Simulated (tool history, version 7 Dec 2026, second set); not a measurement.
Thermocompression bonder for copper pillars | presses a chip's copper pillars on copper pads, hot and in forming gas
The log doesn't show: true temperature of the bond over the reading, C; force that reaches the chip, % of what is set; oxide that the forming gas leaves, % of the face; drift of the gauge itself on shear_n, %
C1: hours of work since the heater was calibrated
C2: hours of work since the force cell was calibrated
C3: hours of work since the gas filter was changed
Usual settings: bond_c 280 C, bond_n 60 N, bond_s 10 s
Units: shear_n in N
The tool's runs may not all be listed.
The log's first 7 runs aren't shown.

Run 8, hour 78.6: usual settings but bond_s 11 s; C1 151; C2 344; C3 119. Result: shear_n 94.4 N.
Run 9, hour 85.2: usual settings but bond_s 11 s; C1 156; C2 349; C3 124. Result: shear_n 93.9 N.
Run 10, hour 99.5: usual settings but bond_s 11 s; C1 168; C2 360; C3 135. Result: shear_n 94.9 N.
Run 11, hour 107.5: usual settings but bond_s 11 s; C1 174; C2 366; C3 141. Result: shear_n 94.7 N.
Run 12, hour 114: usual settings but bond_c 309 C; C1 179; C2 371; C3 146. Result: shear_n 109.6 N.
Run 13, hour 122.8: usual settings but bond_c 309 C; C1 186; C2 378; C3 153. Result: shear_n 108.2 N.
Run 14, hour 130.4: usual settings but bond_c 309 C; C1 192; C2 384; C3 159. Result: shear_n 108.4 N.
Run 15, hour 137.3: usual settings but bond_c 309 C; C1 197; C2 390; C3 164. Result: shear_n 109 N.
Run 16, hour 151.6: usual settings but bond_c 279 C; C1 208; C2 401; C3 176. Result: shear_n 92.1 N.
Run 17, hour 165.3: usual settings but bond_c 279 C, bond_n 43 N; C1 219; C2 411; C3 186. Result: shear_n 76 N.
Run 18, hour 175.5: usual settings but bond_c 279 C, bond_n 43 N; C1 227; C2 419; C3 194. Result: shear_n 76.5 N.
Run 19, hour 182.5: usual settings but bond_c 279 C, bond_n 43 N; C1 232; C2 425; C3 200. Result: shear_n 76.3 N.
Run 20, hour 190.3: usual settings but bond_s 11 s; C1 238; C2 431; C3 206. Result: shear_n 95.5 N.
Run 21, hour 203.6: usual settings but bond_s 11 s; C1 248; C2 441; C3 216. Result: shear_n 95 N.
Run 22, hour 214.7: usual settings but bond_s 11 s; C1 257; C2 450; C3 225. Result: shear_n 94.7 N.
Run 23, hour 229.1: usual settings but bond_n 42 N, bond_s 6 s; C1 268; C2 461; C3 236. Result: shear_n 63.5 N.
Run 24, hour 240.9: usual settings but bond_c 304 C, bond_n 42 N, bond_s 27 s; C1 277; C2 470; C3 245. Result: shear_n 110.7 N.

The next listed run, before its measurement:
Run 25, hour 254.2: usual settings but bond_c 304 C, bond_n 42 N, bond_s 12 s; C1 288; C2 480; C3 255. Result: shear_n ?.

Run 25 gave shear_n 93.6 N.
Without the tool's hidden state the same run would have given shear_n 94 N.

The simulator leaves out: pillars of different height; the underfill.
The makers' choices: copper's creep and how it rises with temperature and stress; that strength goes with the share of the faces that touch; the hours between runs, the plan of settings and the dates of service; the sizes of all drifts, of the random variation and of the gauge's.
